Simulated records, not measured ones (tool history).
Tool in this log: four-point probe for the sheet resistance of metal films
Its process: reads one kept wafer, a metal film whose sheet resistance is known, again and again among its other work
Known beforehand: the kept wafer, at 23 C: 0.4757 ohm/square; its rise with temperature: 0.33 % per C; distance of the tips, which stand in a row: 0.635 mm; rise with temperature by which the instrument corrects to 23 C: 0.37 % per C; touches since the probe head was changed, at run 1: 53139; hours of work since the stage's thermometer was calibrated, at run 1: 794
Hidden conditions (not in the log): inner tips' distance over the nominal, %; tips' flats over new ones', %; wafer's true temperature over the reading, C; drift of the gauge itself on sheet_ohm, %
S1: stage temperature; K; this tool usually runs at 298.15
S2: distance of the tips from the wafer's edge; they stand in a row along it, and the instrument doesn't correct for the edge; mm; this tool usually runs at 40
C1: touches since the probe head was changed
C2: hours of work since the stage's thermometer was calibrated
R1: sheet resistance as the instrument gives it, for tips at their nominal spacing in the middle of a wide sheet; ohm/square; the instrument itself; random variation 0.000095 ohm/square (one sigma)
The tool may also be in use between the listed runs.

run 1 day=0.000 | S1=298.15 S2=40 | C1=53139 C2=794 | R1=0.478515
run 2 day=0.804 | S1=298.15 S2=57 | C1=54200 C2=809 | R1=0.478541
run 3 day=1.450 | S1=298.15 S2=57 | C1=55056 C2=821 | R1=0.478575
run 4 day=2.021 | S1=298.15 S2=57 | C1=55814 C2=831 | R1=0.478695
run 5 day=2.767 | S1=298.15 S2=40 | C1=56799 C2=844 | R1=0.478701
run 6 day=3.675 | S1=298.15 S2=40 | C1=57999 C2=861 | R1=0.478809
run 7 day=4.204 | S1=298.15 S2=40 | C1=58698 C2=871 | R1=0.478775
run 8 day=4.742 | S1=298.15 S2=40 | C1=59406 C2=880 | R1=0.478396
run 9 day=5.367 | S1=298.15 S2=40 | C1=60237 C2=892 | R1=0.478776
run 10 day=6.388 | S1=298.15 S2=17 | C1=61586 C2=910 | R1=0.478992
run 11 day=7.388 | S1=298.15 S2=17 | C1=62906 C2=928 | R1=0.479139
run 12 day=8.058 | S1=298.15 S2=40 | C1=63794 C2=941 | R1=0.478762
run 13 day=8.621 | S1=298.15 S2=40 | C1=64537 C2=951 | R1=0.478671
run 14 day=9.075 | S1=298.15 S2=12 | C1=65139 C2=959 | R1=0.479592
run 15 day=9.638 | S1=298.15 S2=12 | C1=65881 C2=969 | R1=0.479527
run 16 day=10.396 | S1=298.15 S2=12 | C1=66884 C2=983 | R1=0.479419
-- day=10.521 stage's thermometer calibrated
run 17 day=11.204 | S1=298.15 S2=12 | C1=67924 C2=12 | R1=0.479472
run 18 day=11.717 | S1=298.15 S2=12 | C1=68602 C2=22 | R1=0.479525
run 19 day=12.688 | S1=298.15 S2=40 | C1=69885 C2=39 | R1=0.478753
run 20 day=13.154 | S1=298.15 S2=40 | C1=70502 C2=48 | R1=0.479029
run 21 day=14.029 | S1=298.15 S2=40 | C1=71659 C2=64 | R1=0.478977
run 22 day=15.008 | S1=298.15 S2=40 | C1=72955 C2=82 | R1=0.479050
run 23 day=15.850 | S1=298.15 S2=40 | C1=74064 C2=97 | R1=0.478798
run 24 day=16.333 | S1=304.15 S2=3 | C1=74702 C2=106 | R1=0.488947
-- day=16.858 stage's thermometer calibrated, once more
run 25 day=17.225 | S1=302.15 S2=13 | C1=75856 C2=7 | R1=0.478288
run 26 day=17.842 | S1=299.15 S2=56 | C1=76674 C2=18 | R1=0.478521
run 27 day=18.892 | S1=299.15 S2=56 | C1=78057 C2=37 | R1=0.478535
run 28 day=19.896 | S1=292.15 S2=10 | C1=79389 C2=55 | R1=0.480885
run 29 day=21.000 | S1=292.15 S2=10 | C1=80846 C2=75 | R1=0.480878
run 30 day=21.654 | S1=308.15 S2=13 | C1=81709 C2=87 | R1=0.477203
run 31 day=22.258 | S1=298.15 S2=13 | C1=82509 C2=98 | R1=0.479301
run 32 day=23.133 | S1=298.15 S2=33 | C1=83667 C2=114 | R1=0.478608
run 33 day=23.767 | S1=298.15 S2=33 | C1=84503 C2=125 | R1=0.478798
run 34 day=24.875 | S1=305.15 S2=15 | C1=85972 C2=146 | R1=0.477752
run 35 day=25.879 | S1=305.15 S2=15 | C1=87299 C2=164 | R1=0.477765
run 36 day=26.596 | S1=304.15 S2=5 | C1=88242 C2=177 | R1=0.481798
run 37 day=27.633 | S1=306.15 S2=6 | C1=89616 C2=196 | R1=0.479999
run 38 day=28.542 | S1=294.15 S2=14 | C1=90818 C2=212 | R1=0.480386
run 39 day=29.312 | S1=293.15 S2=14 | C1=91837 C2=226 | R1=0.480196
run 40 day=30.308 | S1=293.15 S2=14 | C1=93150 C2=244 | R1=0.480538
run 41 day=30.804 | S1=293.15 S2=14 | C1=93807 C2=253 | R1=0.480454
run 42 day=31.579 | S1=296.15 S2=3 | C1=94830 C2=267 | R1=0.490482
run 43 day=32.283 | S1=295.15 S2=13 | C1=95764 C2=280 | R1=0.480059
run 44 day=32.796 | S1=295.15 S2=13 | C1=96442 C2=290 | R1=0.480162
run 45 day=33.562 | S1=307.15 S2=8 | C1=97454 C2=303 | R1=0.478484

What if the next run were any one of these 3? Each begins from the tool's condition after run 45:
run A day=34.483 | S1=294.15 S2=40 | C1=98671 C2=320 | R1=?
run B day=34.483 | S1=307.15 S2=50 | C1=98671 C2=320 | R1=?
run C day=34.483 | S1=307.15 S2=8 | C1=98671 C2=320 | R1=?

run=A R1=0.480150
run=B R1=0.477083
run=C R1=0.478643
The same runs, with their run-to-run variation unchanged, on a tool lacking any hidden condition would have given:
run=A R1=0.476536
run=B R1=0.473491
run=C R1=0.475040
